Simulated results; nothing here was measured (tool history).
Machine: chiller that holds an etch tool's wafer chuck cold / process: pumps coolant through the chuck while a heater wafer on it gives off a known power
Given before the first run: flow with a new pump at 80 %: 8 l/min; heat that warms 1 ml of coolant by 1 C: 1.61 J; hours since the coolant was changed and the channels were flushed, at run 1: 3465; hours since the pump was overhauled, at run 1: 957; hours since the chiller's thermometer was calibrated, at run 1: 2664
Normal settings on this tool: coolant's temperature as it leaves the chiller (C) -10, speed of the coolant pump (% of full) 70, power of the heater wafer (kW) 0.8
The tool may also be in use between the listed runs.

run	hour	coolant's temperature as it leaves the chiller (C)	speed of the coolant pump (% of full)	power of the heater wafer (kW)	hours since the coolant was changed and the channels were flushed	hours since the pump was overhauled	hours since the chiller's thermometer was calibrated	chuck's temperature once it has settled (C)	how much warmer the coolant comes back (C)
1	0	-10	70	0.8	3465	957	2664	0.8	4.38
2	20.9	-10	70	0.8	3486	978	2685	0.5	4.36
3	50.9	-10	70	0.8	3516	1008	2715	0.6	4.41
4	77.8	-10	62	0.8	3543	1035	2742	1.5	4.96
5	96.7	-10	62	0.8	3562	1053	2761	1.4	4.9
6	113.7	-10	62	0.8	3579	1070	2777	1.5	4.88
7	141.9	-10	62	0.8	3607	1099	2806	1.4	5
8	160.3	-10	62	0.8	3625	1117	2824	1.4	4.93
9	183.7	-16	71	0.8	3649	1140	2847	-5.5	4.32
10	215	-19	64	0.52	3680	1172	2879	-11.8	3.14
11	245.6	-1	80	0.52	3710	1202	2909	5.2	2.51
12	265.3	-1	80	0.736	3730	1222	2929	8.1	3.59
# hour 288.2: coolant changed, channels flushed
13	298.9	-4	96	0.736	11	1250	2957	3	3.02
14	315.9	-10	61	0.8	28	1267	2974	0.1	5.08
15	340.2	-10	61	0.8	52	1291	2998	0.3	5.02

Consider 5 possible next runs. They are alternatives, not a sequence: every one starts from the tool as it was left by run 15. What does each give?
A	375.1	-12	65	0.656	87	1326	3033	?	?
B	375.1	-16	70	0.8	87	1326	3033	?	?
C	375.1	-17	61	0.492	87	1326	3033	?	?
D	375.1	-12	61	0.8	87	1326	3033	?	?
E	375.1	-10	97	0.8	87	1326	3033	?	?

run	chuck's temperature once it has settled (C)	how much warmer the coolant comes back (C)
A	-4.1	3.92
B	-6.6	4.44
C	-10.9	3.14
D	-1.8	5.01
E	-2.5	3.27
Without the tool's unlogged condition, the same runs would have read:
run	chuck's temperature once it has settled (C)	how much warmer the coolant comes back (C)
A	-3.6	3.77
B	-6.2	4.27
C	-10.4	3.02
D	-1.4	4.82
E	-2	3.15

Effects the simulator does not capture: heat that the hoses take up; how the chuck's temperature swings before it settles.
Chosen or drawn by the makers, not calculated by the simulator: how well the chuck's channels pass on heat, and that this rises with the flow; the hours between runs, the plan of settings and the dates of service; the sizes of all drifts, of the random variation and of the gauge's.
